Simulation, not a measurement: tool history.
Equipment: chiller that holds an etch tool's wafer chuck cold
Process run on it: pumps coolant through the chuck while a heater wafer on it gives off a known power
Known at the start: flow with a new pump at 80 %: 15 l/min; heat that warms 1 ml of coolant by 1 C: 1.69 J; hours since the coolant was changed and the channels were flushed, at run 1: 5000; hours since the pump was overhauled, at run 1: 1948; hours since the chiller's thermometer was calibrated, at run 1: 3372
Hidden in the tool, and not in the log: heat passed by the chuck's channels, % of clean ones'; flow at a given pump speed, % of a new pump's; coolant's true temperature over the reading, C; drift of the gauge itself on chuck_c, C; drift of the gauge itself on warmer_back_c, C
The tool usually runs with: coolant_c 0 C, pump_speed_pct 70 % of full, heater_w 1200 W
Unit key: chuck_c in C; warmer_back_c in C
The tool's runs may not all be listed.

| run | hour | coolant_c | pump_speed_pct | heater_w | hours since the coolant was changed and the channels were flushed | hours since the pump was overhauled | hours since the chiller's thermometer was calibrated | chuck_c | warmer_back_c |
|---|---|---|---|---|---|---|---|---|---|
| 1 | 0 | 0 | 70 | 1200 | 5000 | 1948 | 3372 | 17.2 | 3.35 |
| 2 | 42.9 | 6 | 70 | 1200 | 5043 | 1991 | 3415 | 23 | 3.35 |
| 3 | 86.3 | 0 | 70 | 1200 | 5086 | 2034 | 3459 | 17.1 | 3.36 |
|  | 95.8 | coolant pump overhauled |
| 4 | 154.3 | 0 | 70 | 1200 | 5149 | 58 | 3522 | 17.2 | 3.41 |
| 5 | 202.3 | 0 | 70 | 1200 | 5197 | 106 | 3570 | 17.1 | 3.4 |
| 6 | 259 | 0 | 70 | 1200 | 5254 | 163 | 3626 | 17.4 | 3.39 |
| 7 | 291.4 | 0 | 70 | 1200 | 5286 | 196 | 3659 | 17.3 | 3.4 |
| 8 | 349.5 | 0 | 70 | 1200 | 5344 | 254 | 3717 | 17.5 | 3.42 |
| 9 | 414.4 | 6 | 92 | 1313 | 5409 | 319 | 3782 | 21.1 | 2.75 |
|  | 434.4 | coolant pump overhauled, once more |
| 10 | 459.3 | 6 | 92 | 1313 | 5449 | 25 | 3822 | 20.6 | 2.63 |

Forecast each of these 3 alternatives for the next run:
| A | 518.1 | 0 | 74 | 1163 | 5508 | 84 | 3880 | ? | ? |
| B | 518.1 | -2 | 70 | 619 | 5508 | 84 | 3880 | ? | ? |
| C | 518.1 | 6 | 81 | 1326 | 5508 | 84 | 3880 | ? | ? |

| run | chuck_c | warmer_back_c |
|---|---|---|
| A | 15.8 | 3 |
| B | 6.9 | 1.69 |
| C | 22.8 | 3.06 |
Had the tool no hidden state, the same runs would have come out as:
| run | chuck_c | warmer_back_c |
|---|---|---|
| A | 14 | 3.02 |
| B | 5.8 | 1.69 |
| C | 20.9 | 3.07 |
